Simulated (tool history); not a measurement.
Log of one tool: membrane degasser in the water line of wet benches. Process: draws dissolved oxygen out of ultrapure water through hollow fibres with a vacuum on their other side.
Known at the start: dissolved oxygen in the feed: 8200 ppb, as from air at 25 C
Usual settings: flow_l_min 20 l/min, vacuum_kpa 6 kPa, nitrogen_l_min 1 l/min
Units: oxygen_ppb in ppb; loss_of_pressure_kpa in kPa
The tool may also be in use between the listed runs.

{"run": 1, "hour": 0.0, "flow_l_min": 20, "vacuum_kpa": 6, "nitrogen_l_min": 1, "oxygen_ppb": 174.1, "loss_of_pressure_kpa": 60.22}
{"run": 2, "hour": 88.6, "flow_l_min": 20, "vacuum_kpa": 6, "nitrogen_l_min": 1, "oxygen_ppb": 176.5, "loss_of_pressure_kpa": 60.94}
{"run": 3, "hour": 156.8, "flow_l_min": 20, "vacuum_kpa": 6, "nitrogen_l_min": 1, "oxygen_ppb": 173.4, "loss_of_pressure_kpa": 60.42}
{"run": 4, "hour": 257.2, "flow_l_min": 20, "vacuum_kpa": 6, "nitrogen_l_min": 1, "oxygen_ppb": 173.3, "loss_of_pressure_kpa": 60.48}
{"run": 5, "hour": 362.5, "flow_l_min": 24, "vacuum_kpa": 6, "nitrogen_l_min": 1, "oxygen_ppb": 231.8, "loss_of_pressure_kpa": 72.53}
{"run": 6, "hour": 459.5, "flow_l_min": 20, "vacuum_kpa": 9.59, "nitrogen_l_min": 1, "oxygen_ppb": 323.1, "loss_of_pressure_kpa": 60.79}
{"run": 7, "hour": 547.4, "flow_l_min": 20, "vacuum_kpa": 9.59, "nitrogen_l_min": 1, "oxygen_ppb": 325.9, "loss_of_pressure_kpa": 60.88}
{"run": 8, "hour": 639.5, "flow_l_min": 20, "vacuum_kpa": 9.59, "nitrogen_l_min": 1, "oxygen_ppb": 327.2, "loss_of_pressure_kpa": 61.06}
{"run": 9, "hour": 694.4, "flow_l_min": 20, "vacuum_kpa": 9.17, "nitrogen_l_min": 1, "oxygen_ppb": 313.3, "loss_of_pressure_kpa": 60.93}
{"run": 10, "hour": 738.6, "flow_l_min": 20, "vacuum_kpa": 6, "nitrogen_l_min": 1, "oxygen_ppb": 171.6, "loss_of_pressure_kpa": 61.34}
{"run": 11, "hour": 791.5, "flow_l_min": 20, "vacuum_kpa": 6, "nitrogen_l_min": 1, "oxygen_ppb": 175.3, "loss_of_pressure_kpa": 60.86}
{"run": 12, "hour": 864.2, "flow_l_min": 27, "vacuum_kpa": 11.6, "nitrogen_l_min": 0.79, "oxygen_ppb": 684, "loss_of_pressure_kpa": 83.05}
{"run": 13, "hour": 958.7, "flow_l_min": 13, "vacuum_kpa": 6.51, "nitrogen_l_min": 0.79, "oxygen_ppb": 135.1, "loss_of_pressure_kpa": 39.95}
{"run": 14, "hour": 1052.0, "flow_l_min": 20, "vacuum_kpa": 8.4, "nitrogen_l_min": 0.79, "oxygen_ppb": 324.5, "loss_of_pressure_kpa": 61.84}
{"run": 15, "hour": 1144.0, "flow_l_min": 19, "vacuum_kpa": 8.4, "nitrogen_l_min": 0.9, "oxygen_ppb": 279.7, "loss_of_pressure_kpa": 58.4}
{"run": 16, "hour": 1226.8, "flow_l_min": 31, "vacuum_kpa": 5.08, "nitrogen_l_min": 0.9, "oxygen_ppb": 291, "loss_of_pressure_kpa": 95.01}
{"run": 17, "hour": 1284.2, "flow_l_min": 25, "vacuum_kpa": 5.08, "nitrogen_l_min": 1.98, "oxygen_ppb": 151.6, "loss_of_pressure_kpa": 77.21}
{"run": 18, "hour": 1379.1, "flow_l_min": 20, "vacuum_kpa": 5.17, "nitrogen_l_min": 0.78, "oxygen_ppb": 158.4, "loss_of_pressure_kpa": 61.6}
{"run": 19, "hour": 1428.1, "flow_l_min": 22, "vacuum_kpa": 4.36, "nitrogen_l_min": 1.45, "oxygen_ppb": 107.3, "loss_of_pressure_kpa": 67.67}

Not shown: 1 entry that the log had between the listed runs. Between which runs, and how does the tool's hidden state differ before and after?
Between runs 5 and 6: vacuum gauge calibrated (hour 409.4)
  drift of the gauge itself on loss_of_pressure_kpa, %: 0.48 -> 0.6
  measured less the result without the state, loss_of_pressure_kpa: +0.35 -> +0.38 kPa

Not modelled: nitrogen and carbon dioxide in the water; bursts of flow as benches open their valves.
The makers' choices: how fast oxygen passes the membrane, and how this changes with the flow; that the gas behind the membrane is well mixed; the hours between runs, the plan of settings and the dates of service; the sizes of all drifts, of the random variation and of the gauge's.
